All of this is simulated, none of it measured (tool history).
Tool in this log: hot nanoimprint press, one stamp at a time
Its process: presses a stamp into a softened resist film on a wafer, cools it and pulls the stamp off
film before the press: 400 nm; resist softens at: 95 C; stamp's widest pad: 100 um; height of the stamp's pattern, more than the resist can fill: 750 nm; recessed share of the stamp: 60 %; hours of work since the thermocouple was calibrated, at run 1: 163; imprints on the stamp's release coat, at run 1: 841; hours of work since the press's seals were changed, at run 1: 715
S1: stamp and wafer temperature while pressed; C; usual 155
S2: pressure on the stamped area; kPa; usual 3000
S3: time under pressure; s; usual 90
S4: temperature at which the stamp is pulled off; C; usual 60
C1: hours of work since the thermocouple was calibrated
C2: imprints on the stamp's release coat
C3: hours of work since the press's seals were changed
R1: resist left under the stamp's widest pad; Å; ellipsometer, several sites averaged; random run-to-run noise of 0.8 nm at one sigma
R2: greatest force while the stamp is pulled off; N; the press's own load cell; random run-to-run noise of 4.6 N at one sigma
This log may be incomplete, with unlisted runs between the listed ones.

run	hour	S1	S2	S3	S4	C1	C2	C3	R1	R2
1	0.0	155	3000	90	60	163	841	715	2324	260
2	47.1	161	3000	90	60	185	991	738	1884	277
3	70.5	161	3000	90	60	196	1066	749	1890	273
4	110.5	161	3000	90	60	215	1193	768	1881	277
5	152.0	161	3000	90	60	235	1326	788	1880	287
6	197.0	161	3000	90	60	256	1469	809	1875	279
7	232.7	161	3000	90	60	273	1584	826	1875	291
8	260.3	155	3000	90	60	286	1671	839	2302	305
9	280.9	155	3000	90	60	296	1737	849	2310	303
# hour 288.9: stamp cleaned and given a new release coat
10	316.8	155	3000	90	60	310	89	863	2292	224
11	362.6	155	3000	90	60	332	235	885	2291	232
12	389.4	155	3000	90	60	345	320	897	2287	238
13	422.8	155	3000	90	60	360	427	913	2280	241
14	456.1	155	3000	90	60	376	533	929	2284	241
15	496.2	155	3000	90	60	395	661	948	2270	248
16	528.4	155	3000	90	55	411	764	963	2273	275
17	578.2	155	3000	90	55	434	923	987	2267	273
# hour 610.6: plate thermocouple calibrated
18	616.7	155	3000	90	55	3	1036	1004	2409	277
19	655.0	158	3730	163	47	21	1159	1022	1616	310
20	685.2	155	2090	90	60	35	1255	1036	2714	273
21	719.1	154	3670	90	54	51	1363	1052	2289	292
22	742.2	163	2880	90	59	62	1437	1063	1857	300
23	767.5	167	3000	80	60	74	1518	1075	1660	294
24	804.9	146	2130	80	60	92	1637	1093	3405	296
# hour 844.5: stamp cleaned and given a new release coat
25	853.1	146	2660	83	51	112	28	1113	3223	250
26	900.1	155	3000	90	47	135	178	1135	2367	266
27	946.0	146	3000	120	62	156	325	1157	2922	232
28	968.2	163	2080	174	47	167	395	1168	1695	273
29	1011.7	159	2610	84	60	187	534	1188	2221	245

Hidden state or all else? Some run-to-run changes of R1, split into what the settings, what came in and random variation would give without the hidden state, and what is left for the hidden state (with any gauge scatter that isn't in both results):
The tool's hidden condition here consists of: true temperature over the reading, C; pressure that arrives at the usual setting, %; grip of the stamp's worn release coat, % over a new coat's; drift of the gauge itself on residual_nm, %; drift of the gauge itself on pull_off_n, %.
Run 17 -> 18: plate thermocouple calibrated. R1 +142 Å: hidden state +140, all else +2.
Run 20 -> 21: S1 155 -> 154, S2 2090 -> 3670, S4 60 -> 54. R1 -425 Å: hidden state +48, all else -473.
Run 23 -> 24: S1 167 -> 146, S2 3000 -> 2130. R1 +1745 Å: hidden state -41, all else +1786.
Run 27 -> 28: S1 146 -> 163, S2 3000 -> 2080, S3 120 -> 174, S4 62 -> 47. R1 -1227 Å: hidden state -25, all else -1202.
